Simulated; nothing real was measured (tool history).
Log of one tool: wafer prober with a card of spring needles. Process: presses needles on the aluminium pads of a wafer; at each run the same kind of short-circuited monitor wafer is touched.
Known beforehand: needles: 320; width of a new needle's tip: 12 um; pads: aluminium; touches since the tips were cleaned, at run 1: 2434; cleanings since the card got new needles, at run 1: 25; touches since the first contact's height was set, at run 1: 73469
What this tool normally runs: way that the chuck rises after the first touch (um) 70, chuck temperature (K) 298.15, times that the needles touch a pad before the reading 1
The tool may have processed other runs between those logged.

run     day  way that the chuck rises after the first touch (um)  chuck temperature (K)  times that the needles touch a pad before the reading  touches since the tips were cleaned  cleanings since the card got new needles  touches since the first contact's height was set  resistance of one needle with its contact and lead (mohm)  way that a needle slides on the pad (um)
  1       0                                                   70                 298.15                                                      1                                 2434                                        25                                             73469                                                        183                                     11.87
      0.508  -- tips cleaned on abrasive film
  2   0.638                                                   70                 298.15                                                      1                                 1236                                        26                                             79390                                                        173                                     11.87
  3   1.142                                                   70                 298.15                                                      1                                 5918                                        26                                             84072                                                        188                                     11.83
      1.254  -- tips cleaned on abrasive film
  4   1.846                                                   70                 298.15                                                      1                                 5487                                        27                                             90598                                                        184                                     11.86
      2.008  -- tips cleaned on abrasive film
  5   2.667                                                   70                 298.15                                                      1                                 6126                                        28                                             98231                                                        190                                     11.82
      2.746  -- tips cleaned on abrasive film
  6   3.388                                                   70                 298.15                                                      1                                 5985                                        29                                            104929                                                        188                                     11.84
        3.5  -- tips cleaned on abrasive film
      4.242  -- tips cleaned on abrasive film
  7   4.275                                                   70                 298.15                                                      1                                  293                                        31                                            113103                                                        167                                     11.82
  8   4.729                                                   70                 298.15                                                      1                                 4555                                        31                                            117365                                                        182                                      11.8
      5.012  -- tips cleaned on abrasive film
  9   5.525                                                   86                 298.15                                                      1                                 4788                                        32                                            124758                                                        183                                     14.52
      5.742  -- tips cleaned on abrasive film
        6.4  -- height of the first contact set anew
 10     6.4                                                   70                 324.15                                                      1                                 6011                                        33                                                 0                                                        193                                     12.01
      6.517  -- tips cleaned on abrasive film
      7.262  -- tips cleaned on abrasive film
 11   7.271                                                   70                 324.15                                                      1                                   60                                        35                                              8034                                                        172                                     11.97
      8.038  -- tips cleaned on abrasive film
 12   8.046                                                   70                 324.15                                                      1                                   73                                        36                                             15228                                                        173                                     11.96
      8.808  -- tips cleaned on abrasive film
 13   8.929                                                   70                 298.15                                                      2                                 1137                                        37                                             23442                                                        169                                     11.96
       9.55  -- tips cleaned on abrasive film
 14   9.775                                                   70                 298.15                                                      2                                 2083                                        38                                             31295                                                        170                                     11.94
     10.333  -- tips cleaned on abrasive film
 15  10.479                                                   70                 298.15                                                      2                                 1325                                        39                                             37813                                                        169                                     11.92
 16  11.046                                                   54                 298.15                                                      2                                 6610                                        39                                             43098                                                        183                                      9.18
     11.129  -- tips cleaned on abrasive film
 17  11.738                                                   69                 304.15                                                      1                                 5679                                        40                                             49515                                                        191                                     11.75
     11.867  -- tips cleaned on abrasive film
 18  12.188                                                   69                 304.15                                                      1                                 2969                                        41                                             53677                                                        182                                     11.73
     12.642  -- tips cleaned on abrasive film
 19  12.683                                                   56                 310.15                                                      1                                  361                                        42                                             58264                                                        171                                      9.47
 20  13.162                                                   82                 357.15                                                      1                                 4836                                        42                                             62739                                                        194                                     13.94
       13.4  -- tips cleaned on abrasive film
 21  13.708                                                   51                 317.15                                                      3                                 2885                                        43                                             67803                                                        179                                      8.62
     14.192  -- tips cleaned on abrasive film
 22  14.312                                                   51                 317.15                                                      3                                 1108                                        44                                             73389                                                        172                                      8.59
     14.971  -- tips cleaned on abrasive film
 23  15.146                                                   51                 317.15                                                      3                                 1635                                        45                                             81156                                                        176                                       8.6
 24  15.683                                                   51                 317.15                                                      3                                 6644                                        45                                             86165                                                        182                                      8.61
     15.754  -- tips cleaned on abrasive film
 25  16.362                                                   51                 317.15                                                      3                                 5690                                        46                                             92446                                                        178                                      8.57
     16.508  -- tips cleaned on abrasive film
 26  17.133                                                   76                 330.15                                                      3                                 5856                                        47                                             99615                                                        178                                     12.82
     17.267  -- tips cleaned on abrasive film
 27  17.575                                                   81                 335.15                                                      1                                 2871                                        48                                            103669                                                        183                                     13.72
      18.05  -- tips cleaned on abrasive film
 28  18.242                                                   81                 311.15                                                      1                                 1777                                        49                                            109865                                                        175                                     13.66
 29  18.679                                                   70                 397.15                                                      1                                 5878                                        49                                            113966                                                        203                                     11.79
     18.838  -- tips cleaned on abrasive film
 30  19.175                                                   70                 298.15                                                      2                                 3155                                        50                                            118523                                                        174                                     11.79
     19.612  -- tips cleaned on abrasive film
 31  19.938                                                   70                 302.15                                                      1                                 3030                                        51                                            125620                                                        179                                     11.75
 32  20.304                                                   70                 374.15                                                      1                                 6425                                        51                                            129015                                                        200                                     11.78

Hidden condition of the tool, last listed run before each entry between runs versus first listed run after:
Between runs 1 and 2: tips cleaned on abrasive film (day 0.508)
  debris on the tips, nm: 45.9 -> 26.4; way that the needles fall short of the set height, um: 0.68 -> 0.77; tips' diameter, um: 12.65 -> 12.68
  measured less the result without the state, resistance of one needle with its contact and lead (mohm): +15 -> +8; way that a needle slides on the pad (um): -0.12 -> -0.13
Between runs 3 and 4: tips cleaned on abrasive film (day 1.254)
  debris on the tips, nm: 74.1 -> 71.3; way that the needles fall short of the set height, um: 0.77 -> 0.83; tips' diameter, um: 12.68 -> 12.7
  measured less the result without the state, resistance of one needle with its contact and lead (mohm): +24 -> +22; way that a needle slides on the pad (um): -0.14 -> -0.14
Between runs 4 and 5: tips cleaned on abrasive film (day 2.008)
  debris on the tips, nm: 71.3 -> 74.1; way that the needles fall short of the set height, um: 0.83 -> 0.89; tips' diameter, um: 12.7 -> 12.72
  measured less the result without the state, resistance of one needle with its contact and lead (mohm): +22 -> +24; way that a needle slides on the pad (um): -0.14 -> -0.15
Between runs 5 and 6: tips cleaned on abrasive film (day 2.746)
  debris on the tips, nm: 74.1 -> 74.9; way that the needles fall short of the set height, um: 0.89 -> 0.94; tips' diameter, um: 12.72 -> 12.74
  measured less the result without the state, resistance of one needle with its contact and lead (mohm): +24 -> +24; way that a needle slides on the pad (um): -0.15 -> -0.16
Between runs 6 and 7: tips cleaned on abrasive film (day 3.5); tips cleaned on abrasive film (day 4.242)
  debris on the tips, nm: 74.9 -> 10.5; way that the needles fall short of the set height, um: 0.94 -> 1.08; tips' diameter, um: 12.74 -> 12.79
  measured less the result without the state, resistance of one needle with its contact and lead (mohm): +24 -> +3; way that a needle slides on the pad (um): -0.16 -> -0.18
Between runs 8 and 9: tips cleaned on abrasive film (day 5.012)
  debris on the tips, nm: 64.8 -> 63.3; way that the needles fall short of the set height, um: 1.08 -> 1.17; tips' diameter, um: 12.79 -> 12.82
  measured less the result without the state, resistance of one needle with its contact and lead (mohm): +20 -> +19; way that a needle slides on the pad (um): -0.18 -> -0.2
Between runs 9 and 10: tips cleaned on abrasive film (day 5.742); height of the first contact set anew (day 6.4)
  debris on the tips, nm: 63.3 -> 72.9; way that the needles fall short of the set height, um: 1.17 -> 0; tips' diameter, um: 12.82 -> 12.85
  measured less the result without the state, resistance of one needle with its contact and lead (mohm): +19 -> +23; way that a needle slides on the pad (um): -0.2 -> +0
Between runs 10 and 11: tips cleaned on abrasive film (day 6.517); tips cleaned on abrasive film (day 7.262)
  debris on the tips, nm: 72.9 -> 10.6; way that the needles fall short of the set height, um: 0 -> 0.11; tips' diameter, um: 12.85 -> 12.89
  measured less the result without the state, resistance of one needle with its contact and lead (mohm): +23 -> +3; way that a needle slides on the pad (um): +0 -> -0.01
Between runs 11 and 12: tips cleaned on abrasive film (day 8.038)
  debris on the tips, nm: 10.6 -> 10.7; way that the needles fall short of the set height, um: 0.11 -> 0.2; tips' diameter, um: 12.89 -> 12.92
  measured less the result without the state, resistance of one needle with its contact and lead (mohm): +3 -> +2; way that a needle slides on the pad (um): -0.01 -> -0.03
Between runs 12 and 13: tips cleaned on abrasive film (day 8.808)
  debris on the tips, nm: 10.7 -> 25.3; way that the needles fall short of the set height, um: 0.2 -> 0.25; tips' diameter, um: 12.92 -> 12.94
  measured less the result without the state, resistance of one needle with its contact and lead (mohm): +2 -> +5; way that a needle slides on the pad (um): -0.03 -> -0.04
Between runs 13 and 14: tips cleaned on abrasive film (day 9.55)
  debris on the tips, nm: 25.3 -> 36.9; way that the needles fall short of the set height, um: 0.25 -> 0.34; tips' diameter, um: 12.94 -> 12.97
  measured less the result without the state, resistance of one needle with its contact and lead (mohm): +5 -> +6; way that a needle slides on the pad (um): -0.04 -> -0.06
Between runs 14 and 15: tips cleaned on abrasive film (day 10.333)
  debris on the tips, nm: 36.9 -> 26.9; way that the needles fall short of the set height, um: 0.34 -> 0.43; tips' diameter, um: 12.97 -> 13
  measured less the result without the state, resistance of one needle with its contact and lead (mohm): +6 -> +4; way that a needle slides on the pad (um): -0.06 -> -0.08
Between runs 16 and 17: tips cleaned on abrasive film (day 11.129)
  debris on the tips, nm: 79.2 -> 72.6; way that the needles fall short of the set height, um: 0.43 -> 0.49; tips' diameter, um: 13 -> 13.02
  measured less the result without the state, resistance of one needle with its contact and lead (mohm): +18 -> +23; way that a needle slides on the pad (um): -0.07 -> -0.08
Between runs 17 and 18: tips cleaned on abrasive film (day 11.867)
  debris on the tips, nm: 72.6 -> 52.6; way that the needles fall short of the set height, um: 0.49 -> 0.58; tips' diameter, um: 13.02 -> 13.05
  measured less the result without the state, resistance of one needle with its contact and lead (mohm): +23 -> +16; way that a needle slides on the pad (um): -0.08 -> -0.1
Between runs 18 and 19: tips cleaned on abrasive film (day 12.642)
  debris on the tips, nm: 52.6 -> 11.5; way that the needles fall short of the set height, um: 0.58 -> 0.64; tips' diameter, um: 13.05 -> 13.07
  measured less the result without the state, resistance of one needle with its contact and lead (mohm): +16 -> +3; way that a needle slides on the pad (um): -0.1 -> -0.11
Between runs 20 and 21: tips cleaned on abrasive film (day 13.4)
  debris on the tips, nm: 66.5 -> 47.3; way that the needles fall short of the set height, um: 0.64 -> 0.72; tips' diameter, um: 13.07 -> 13.1
  measured less the result without the state, resistance of one needle with its contact and lead (mohm): +19 -> +7; way that a needle slides on the pad (um): -0.11 -> -0.12
Between runs 21 and 22: tips cleaned on abrasive film (day 14.192)
  debris on the tips, nm: 47.3 -> 27; way that the needles fall short of the set height, um: 0.72 -> 0.79; tips' diameter, um: 13.1 -> 13.13
  measured less the result without the state, resistance of one needle with its contact and lead (mohm): +7 -> +4; way that a needle slides on the pad (um): -0.12 -> -0.14
Between runs 22 and 23: tips cleaned on abrasive film (day 14.971)
  debris on the tips, nm: 27 -> 32; way that the needles fall short of the set height, um: 0.79 -> 0.87; tips' diameter, um: 13.13 -> 13.15
  measured less the result without the state, resistance of one needle with its contact and lead (mohm): +4 -> +5; way that a needle slides on the pad (um): -0.14 -> -0.15
Between runs 24 and 25: tips cleaned on abrasive film (day 15.754)
  debris on the tips, nm: 77.8 -> 71.4; way that the needles fall short of the set height, um: 0.87 -> 0.95; tips' diameter, um: 13.15 -> 13.18
  measured less the result without the state, resistance of one needle with its contact and lead (mohm): +11 -> +11; way that a needle slides on the pad (um): -0.14 -> -0.16
Between runs 25 and 26: tips cleaned on abrasive film (day 16.508)
  debris on the tips, nm: 71.4 -> 71.2; way that the needles fall short of the set height, um: 0.95 -> 1.03; tips' diameter, um: 13.18 -> 13.21
  measured less the result without the state, resistance of one needle with its contact and lead (mohm): +11 -> +7; way that a needle slides on the pad (um): -0.16 -> -0.18
Between runs 26 and 27: tips cleaned on abrasive film (day 17.267)
  debris on the tips, nm: 71.2 -> 50.9; way that the needles fall short of the set height, um: 1.03 -> 1.12; tips' diameter, um: 13.21 -> 13.24
  measured less the result without the state, resistance of one needle with its contact and lead (mohm): +7 -> +14; way that a needle slides on the pad (um): -0.18 -> -0.19
Between runs 27 and 28: tips cleaned on abrasive film (day 18.05)
  debris on the tips, nm: 50.9 -> 35.2; way that the needles fall short of the set height, um: 1.12 -> 1.18; tips' diameter, um: 13.24 -> 13.26
  measured less the result without the state, resistance of one needle with its contact and lead (mohm): +14 -> +10; way that a needle slides on the pad (um): -0.19 -> -0.21
Between runs 29 and 30: tips cleaned on abrasive film (day 18.838)
  debris on the tips, nm: 74.5 -> 53.1; way that the needles fall short of the set height, um: 1.18 -> 1.23; tips' diameter, um: 13.26 -> 13.28
  measured less the result without the state, resistance of one needle with its contact and lead (mohm): +22 -> +10; way that a needle slides on the pad (um): -0.2 -> -0.21
Between runs 30 and 31: tips cleaned on abrasive film (day 19.612)
  debris on the tips, nm: 53.1 -> 48.6; way that the needles fall short of the set height, um: 1.23 -> 1.32; tips' diameter, um: 13.28 -> 13.31
  measured less the result without the state, resistance of one needle with its contact and lead (mohm): +10 -> +15; way that a needle slides on the pad (um): -0.21 -> -0.23

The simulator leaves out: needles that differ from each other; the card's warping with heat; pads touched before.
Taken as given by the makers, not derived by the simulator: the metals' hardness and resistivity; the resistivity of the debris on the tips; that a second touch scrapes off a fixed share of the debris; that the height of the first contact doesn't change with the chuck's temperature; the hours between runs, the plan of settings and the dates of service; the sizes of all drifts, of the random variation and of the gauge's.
